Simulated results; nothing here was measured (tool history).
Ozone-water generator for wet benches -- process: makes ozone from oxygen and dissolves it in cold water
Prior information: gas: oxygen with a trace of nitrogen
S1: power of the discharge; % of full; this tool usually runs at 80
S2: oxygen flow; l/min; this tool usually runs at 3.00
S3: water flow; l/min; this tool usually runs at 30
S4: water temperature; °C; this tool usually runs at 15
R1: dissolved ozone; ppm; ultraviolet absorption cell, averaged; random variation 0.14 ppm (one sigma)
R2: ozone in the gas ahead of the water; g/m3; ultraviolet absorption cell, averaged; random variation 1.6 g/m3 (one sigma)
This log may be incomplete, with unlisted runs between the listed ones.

run 1 hour=0.0 | S1=80 S2=3.00 S3=30 S4=15 | R1=14.4 R2=260.4
run 2 hour=99.6 | S1=80 S2=3.00 S3=30 S4=15 | R1=14.0 R2=262.2
run 3 hour=150.7 | S1=80 S2=3.00 S3=30 S4=15 | R1=14.1 R2=260.2
run 4 hour=244.6 | S1=80 S2=3.00 S3=30 S4=15 | R1=14.2 R2=257.8
run 5 hour=320.1 | S1=80 S2=3.00 S3=30 S4=15 | R1=13.9 R2=258.8
run 6 hour=380.1 | S1=80 S2=3.00 S3=30 S4=15 | R1=13.9 R2=259.4
run 7 hour=453.3 | S1=80 S2=3.00 S3=30 S4=15 | R1=14.0 R2=260.0
run 8 hour=550.8 | S1=80 S2=3.00 S3=30 S4=15 | R1=13.6 R2=257.6
run 9 hour=607.4 | S1=80 S2=3.00 S3=30 S4=15 | R1=13.9 R2=255.3
run 10 hour=681.8 | S1=56 S2=3.00 S3=30 S4=15 | R1=11.5 R2=212.5
run 11 hour=767.0 | S1=80 S2=3.00 S3=30 S4=11 | R1=14.2 R2=254.1
run 12 hour=836.8 | S1=80 S2=3.00 S3=30 S4=11 | R1=14.0 R2=252.0
run 13 hour=904.3 | S1=80 S2=3.00 S3=30 S4=15 | R1=13.8 R2=252.5
run 14 hour=1013.4 | S1=80 S2=3.00 S3=23 S4=15 | R1=17.5 R2=251.8
run 15 hour=1064.5 | S1=80 S2=3.00 S3=23 S4=15 | R1=17.2 R2=254.9
run 16 hour=1120.9 | S1=80 S2=3.00 S3=23 S4=15 | R1=17.0 R2=250.4
run 17 hour=1186.9 | S1=80 S2=3.00 S3=23 S4=15 | R1=17.1 R2=251.1
run 18 hour=1287.5 | S1=80 S2=3.00 S3=21 S4=15 | R1=18.3 R2=249.1
run 19 hour=1358.5 | S1=80 S2=3.16 S3=21 S4=15 | R1=18.4 R2=242.9
run 20 hour=1437.4 | S1=45 S2=3.59 S3=20 S4=21 | R1=13.8 R2=166.6
-- hour=1448.1 contactor cleaned
run 21 hour=1530.2 | S1=45 S2=3.59 S3=20 S4=21 | R1=13.3 R2=168.0
run 22 hour=1608.3 | S1=98 S2=3.00 S3=32 S4=15 | R1=13.4 R2=272.2
run 23 hour=1652.4 | S1=71 S2=2.34 S3=34 S4=7 | R1=10.5 R2=270.7
run 24 hour=1700.0 | S1=71 S2=3.39 S3=38 S4=7 | R1=10.5 R2=216.1
run 25 hour=1759.6 | S1=72 S2=3.91 S3=30 S4=20 | R1=12.1 R2=201.1
-- hour=1866.7 contactor cleaned, once more
run 26 hour=1866.7 | S1=80 S2=4.55 S3=20 S4=15 | R1=20.0 R2=188.6
run 27 hour=1946.3 | S1=59 S2=3.00 S3=48 S4=19 | R1=7.3 R2=211.1
run 28 hour=2031.9 | S1=59 S2=3.00 S3=48 S4=19 | R1=7.1 R2=211.3
run 29 hour=2110.2 | S1=59 S2=3.00 S3=48 S4=19 | R1=7.1 R2=208.6
run 30 hour=2155.1 | S1=65 S2=2.53 S3=48 S4=7 | R1=7.8 R2=244.5
run 31 hour=2200.9 | S1=42 S2=5.34 S3=38 S4=11 | R1=8.9 R2=123.1
-- hour=2209.3 water thermometer calibrated
run 32 hour=2254.3 | S1=42 S2=5.34 S3=38 S4=11 | R1=9.1 R2=123.1

Measured minus without-hidden-state, run by run (identical run-to-run variation in each term; gauge scatter may differ):
Unlogged tool condition in this case: yield of the discharge, % of new electrodes'; contactor's efficiency, % of a clean one's; true water temperature over the reading, C; drift of the gauge itself on ozone_ppm, %; drift of the gauge itself on gas_g_m3, %.
run=1 R1=-2.7 R2=-38.1
run=2 R1=-2.7 R2=-39.2
run=3 R1=-2.8 R2=-39.4
run=4 R1=-2.8 R2=-40.1
run=5 R1=-2.9 R2=-40.9
run=6 R1=-2.9 R2=-41.8
run=7 R1=-3.0 R2=-42.5
run=8 R1=-3.0 R2=-43.1
run=9 R1=-3.1 R2=-43.4
run=10 R1=-2.2 R2=-29.7
run=11 R1=-3.3 R2=-44.7
run=12 R1=-3.2 R2=-45.1
run=13 R1=-3.3 R2=-45.8
run=14 R1=-4.3 R2=-46.6
run=15 R1=-4.2 R2=-47.8
run=16 R1=-4.3 R2=-47.6
run=17 R1=-4.4 R2=-48.3
run=18 R1=-4.7 R2=-49.1
run=19 R1=-4.9 R2=-48.6
run=20 R1=-2.7 R2=-23.3
run=21 R1=-2.9 R2=-23.9
run=22 R1=-4.4 R2=-63.8
run=23 R1=-3.1 R2=-53.7
run=24 R1=-3.1 R2=-43.2
run=25 R1=-3.6 R2=-40.8
run=26 R1=-4.5 R2=-41.6
run=27 R1=-1.4 R2=-39.6
run=28 R1=-1.5 R2=-40.0
run=29 R1=-1.5 R2=-40.3
run=30 R1=-1.6 R2=-50.7
run=31 R1=-1.4 R2=-18.9
run=32 R1=-1.4 R2=-19.1
